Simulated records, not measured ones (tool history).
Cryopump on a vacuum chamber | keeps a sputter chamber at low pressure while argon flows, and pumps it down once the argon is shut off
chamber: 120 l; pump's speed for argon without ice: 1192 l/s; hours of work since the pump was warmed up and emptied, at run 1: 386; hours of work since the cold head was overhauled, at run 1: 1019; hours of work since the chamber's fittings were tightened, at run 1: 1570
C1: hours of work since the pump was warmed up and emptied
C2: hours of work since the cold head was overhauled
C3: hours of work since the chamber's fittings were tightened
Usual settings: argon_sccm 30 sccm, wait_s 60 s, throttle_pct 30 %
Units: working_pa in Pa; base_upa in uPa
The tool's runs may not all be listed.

Run 1, hour 0: usual settings; C1 386; C2 1019; C3 1570. Result: working_pa 0.1505 Pa, base_upa 3.3 uPa.
Run 2, hour 33.9: usual settings; C1 411; C2 1044; C3 1595. Result: working_pa 0.1532 Pa, base_upa 3.3 uPa.
Run 3, hour 65.2: usual settings but throttle_pct 41 %; C1 433; C2 1067; C3 1617. Result: working_pa 0.1157 Pa, base_upa 3.29 uPa.
Run 4, hour 105.3: usual settings but throttle_pct 41 %; C1 462; C2 1096; C3 1647. Result: working_pa 0.1159 Pa, base_upa 3.4 uPa.
Run 5, hour 134.7: usual settings; C1 484; C2 1117; C3 1668. Result: working_pa 0.156 Pa, base_upa 3.5 uPa.
Run 6, hour 168.9: usual settings; C1 509; C2 1142; C3 1693. Result: working_pa 0.1562 Pa, base_upa 3.68 uPa.
Run 7, hour 193.8: usual settings but argon_sccm 22 sccm; C1 527; C2 1160; C3 1711. Result: working_pa 0.1156 Pa, base_upa 3.67 uPa.
Run 8, hour 234: usual settings but throttle_pct 57 %; C1 556; C2 1189; C3 1740. Result: working_pa 0.0898 Pa, base_upa 3.83 uPa.
Run 9, hour 263.3: usual settings but throttle_pct 48 %; C1 577; C2 1210; C3 1761. Result: working_pa 0.1048 Pa, base_upa 3.93 uPa.
Run 10, hour 293.7: usual settings but throttle_pct 48 %; C1 599; C2 1232; C3 1783. Result: working_pa 0.1069 Pa, base_upa 3.89 uPa.
At hour 336.8: pump warmed up, emptied and cooled again.
Run 11, hour 336.8: usual settings but throttle_pct 48 %; C1 0; C2 1260; C3 1811. Result: working_pa 0.0897 Pa, base_upa 3 uPa.
Run 12, hour 368.1: usual settings but throttle_pct 48 %; C1 23; C2 1283; C3 1834. Result: working_pa 0.09 Pa, base_upa 3.1 uPa.
Run 13, hour 400.3: usual settings but throttle_pct 48 %; C1 46; C2 1306; C3 1857. Result: working_pa 0.0913 Pa, base_upa 3.11 uPa.
Run 14, hour 429.7: usual settings but argon_sccm 49 sccm; C1 67; C2 1327; C3 1878. Result: working_pa 0.2351 Pa, base_upa 3.22 uPa.
Run 15, hour 446.6: usual settings but throttle_pct 18 %; C1 80; C2 1340; C3 1890. Result: working_pa 0.2404 Pa, base_upa 3.2 uPa.
Run 16, hour 485.9: usual settings but argon_sccm 37 sccm, wait_s 32 s, throttle_pct 41 %; C1 108; C2 1368; C3 1919. Result: working_pa 0.132 Pa, base_upa 4.02 uPa.
Run 17, hour 524.1: usual settings but argon_sccm 38 sccm, wait_s 22 s, throttle_pct 39 %; C1 136; C2 1396; C3 1947. Result: working_pa 0.1433 Pa, base_upa 4.51 uPa.
Run 18, hour 563.3: usual settings but argon_sccm 38 sccm, wait_s 22 s, throttle_pct 39 %; C1 164; C2 1424; C3 1975. Result: working_pa 0.1442 Pa, base_upa 4.6 uPa.
Run 19, hour 591.7: usual settings but argon_sccm 12 sccm, throttle_pct 23 %; C1 185; C2 1445; C3 1996. Result: working_pa 0.0757 Pa, base_upa 3.56 uPa.
Run 20, hour 631.2: usual settings but argon_sccm 12 sccm, throttle_pct 23 %; C1 214; C2 1474; C3 2024. Result: working_pa 0.0748 Pa, base_upa 3.56 uPa.
Run 21, hour 661.7: usual settings but argon_sccm 27 sccm, wait_s 72 s, throttle_pct 58 %; C1 236; C2 1496; C3 2046. Result: working_pa 0.0725 Pa, base_upa 3.52 uPa.
Run 22, hour 697.9: usual settings but argon_sccm 45 sccm, wait_s 160 s, throttle_pct 60 %; C1 262; C2 1522; C3 2073. Result: working_pa 0.1161 Pa, base_upa 3.35 uPa.
Run 23, hour 729.6: usual settings but argon_sccm 45 sccm, wait_s 160 s, throttle_pct 60 %; C1 285; C2 1545; C3 2096. Result: working_pa 0.1169 Pa, base_upa 3.4 uPa.
Run 24, hour 760.1: usual settings but argon_sccm 45 sccm, wait_s 32 s, throttle_pct 60 %; C1 307; C2 1567; C3 2118. Result: working_pa 0.1187 Pa, base_upa 4.48 uPa.
Run 25, hour 798.4: usual settings but argon_sccm 45 sccm, wait_s 89 s, throttle_pct 31 %; C1 335; C2 1595; C3 2146. Result: working_pa 0.2209 Pa, base_upa 3.83 uPa.
Run 26, hour 831.1: usual settings but argon_sccm 45 sccm, wait_s 89 s, throttle_pct 31 %; C1 359; C2 1619; C3 2169. Result: working_pa 0.2206 Pa, base_upa 3.92 uPa.
Run 27, hour 864.3: usual settings but wait_s 45 s; C1 383; C2 1643; C3 2193. Result: working_pa 0.153 Pa, base_upa 4.4 uPa.
Run 28, hour 887.1: usual settings but argon_sccm 44 sccm, wait_s 35 s, throttle_pct 15 %; C1 399; C2 1659; C3 2210. Result: working_pa 0.4343 Pa, base_upa 4.61 uPa.
Run 29, hour 904.5: usual settings but argon_sccm 28 sccm, wait_s 35 s, throttle_pct 15 %; C1 412; C2 1672; C3 2223. Result: working_pa 0.277 Pa, base_upa 4.79 uPa.
Run 30, hour 926: usual settings but argon_sccm 28 sccm, wait_s 35 s, throttle_pct 15 %; C1 427; C2 1687; C3 2238. Result: working_pa 0.2749 Pa, base_upa 4.86 uPa.

Forecast each of these 5 alternatives for the next run:
Run A, hour 965.6: usual settings but argon_sccm 33 sccm, wait_s 105 s, throttle_pct 23 %; C1 456; C2 1716; C3 2267. Result: working_pa ?, base_upa ?.
Run B, hour 965.6: usual settings but argon_sccm 28 sccm, wait_s 35 s, throttle_pct 23 %; C1 456; C2 1716; C3 2267. Result: working_pa ?, base_upa ?.
Run C, hour 965.6: usual settings but argon_sccm 19 sccm, throttle_pct 34 %; C1 456; C2 1716; C3 2267. Result: working_pa ?, base_upa ?.
Run D, hour 965.6: usual settings but argon_sccm 23 sccm, wait_s 238 s, throttle_pct 26 %; C1 456; C2 1716; C3 2267. Result: working_pa ?, base_upa ?.
Run E, hour 965.6: usual settings but argon_sccm 15 sccm, wait_s 35 s, throttle_pct 19 %; C1 456; C2 1716; C3 2267. Result: working_pa ?, base_upa ?.

run  working_pa  base_upa
  A        0.22      4.11
  B       0.186      5.02
  C      0.0875      4.51
  D       0.135      3.93
  E      0.1186      4.92
Without the tool's hidden state the same runs would have given:
run  working_pa  base_upa
  A      0.2051      0.58
  B      0.1734      1.41
  C       0.079      0.91
  D      0.1248       0.4
  E      0.1119       1.4
